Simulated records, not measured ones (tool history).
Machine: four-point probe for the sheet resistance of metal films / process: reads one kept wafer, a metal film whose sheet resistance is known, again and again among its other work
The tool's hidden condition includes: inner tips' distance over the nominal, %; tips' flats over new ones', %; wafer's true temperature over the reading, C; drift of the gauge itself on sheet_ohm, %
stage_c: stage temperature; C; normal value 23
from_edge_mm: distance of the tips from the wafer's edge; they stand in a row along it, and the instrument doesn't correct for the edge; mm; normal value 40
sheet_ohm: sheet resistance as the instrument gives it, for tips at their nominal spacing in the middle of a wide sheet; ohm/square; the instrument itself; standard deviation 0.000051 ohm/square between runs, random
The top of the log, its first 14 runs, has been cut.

run	hour	stage_c	from_edge_mm	touches since the probe head was changed	hours of work since the stage's thermometer was calibrated	sheet_ohm
15	292.8	20	48	38808	470	0.254351
16	314.1	20	48	39747	482	0.254285
17	334.6	20	48	40651	493	0.254124
18	361.5	23	40	41835	509	0.254118
19	385.1	23	40	42879	522	0.254100
20	411.7	23	40	44051	537	0.254012
21	440.2	23	25	45306	553	0.254197
22	461.5	23	25	46241	565	0.254050
23	479.6	23	25	47040	575	0.254008
24	502.8	23	25	48065	588	0.253997
25	530.3	23	25	49274	603	0.253942
26	556.3	26	25	50418	618	0.253931
27	580.1	23	19	51470	631	0.253891
28	600.4	29	40	52361	643	0.253743

The next listed run, before its measurement:
29	622.6	25	28	53343	655	?

For run 29 the tool returned sheet_ohm 0.253786 ohm/square.
If the tool had no hidden condition, the same run with the same run-to-run variation would have returned sheet_ohm 0.256726 ohm/square.
